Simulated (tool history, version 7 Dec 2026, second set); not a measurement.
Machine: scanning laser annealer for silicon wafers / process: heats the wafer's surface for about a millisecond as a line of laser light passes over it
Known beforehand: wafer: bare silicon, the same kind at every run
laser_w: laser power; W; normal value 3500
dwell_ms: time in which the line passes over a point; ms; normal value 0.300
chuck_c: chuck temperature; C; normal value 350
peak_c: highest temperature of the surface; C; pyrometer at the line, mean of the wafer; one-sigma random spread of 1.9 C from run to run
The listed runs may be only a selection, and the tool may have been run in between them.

run 1 hour=0.0 | laser_w=3500 dwell_ms=0.300 chuck_c=350 | peak_c=1137
run 2 hour=8.1 | laser_w=3500 dwell_ms=0.375 chuck_c=350 | peak_c=1217
run 3 hour=23.2 | laser_w=3500 dwell_ms=0.375 chuck_c=350 | peak_c=1219
run 4 hour=33.1 | laser_w=3500 dwell_ms=0.300 chuck_c=350 | peak_c=1138
run 5 hour=41.8 | laser_w=3500 dwell_ms=0.300 chuck_c=350 | peak_c=1136
run 6 hour=55.7 | laser_w=3500 dwell_ms=0.300 chuck_c=350 | peak_c=1136
run 7 hour=69.8 | laser_w=3557 dwell_ms=0.288 chuck_c=320 | peak_c=1106
run 8 hour=81.9 | laser_w=3097 dwell_ms=0.239 chuck_c=380 | peak_c=1012
run 9 hour=97.2 | laser_w=3126 dwell_ms=0.239 chuck_c=319 | peak_c=958
run 10 hour=106.5 | laser_w=3500 dwell_ms=0.300 chuck_c=386 | peak_c=1172
run 11 hour=113.7 | laser_w=3500 dwell_ms=0.300 chuck_c=381 | peak_c=1164
run 12 hour=128.6 | laser_w=3500 dwell_ms=0.228 chuck_c=330 | peak_c=1027

How would selected steps in peak_c from run to run divide? Give the signed amount a tool lacking its hidden state would still show from settings, what came in and random variation, and the signed amount left for the hidden state, including any gauge scatter that is not in both of the compared results.
The hidden state here: light that passes the window, % of a clean one's; laser's true power over the reading, %; width of the line over the set one, %; drift of the gauge itself on peak_c, C.
Run 1 -> 2: dwell_ms 0.300 -> 0.375. peak_c +80 C: hidden state -1, all else +81.
Run 9 -> 10: laser_w 3126 -> 3500, dwell_ms 0.239 -> 0.300, chuck_c 319 -> 386. peak_c +214 C: hidden state +0, all else +214.

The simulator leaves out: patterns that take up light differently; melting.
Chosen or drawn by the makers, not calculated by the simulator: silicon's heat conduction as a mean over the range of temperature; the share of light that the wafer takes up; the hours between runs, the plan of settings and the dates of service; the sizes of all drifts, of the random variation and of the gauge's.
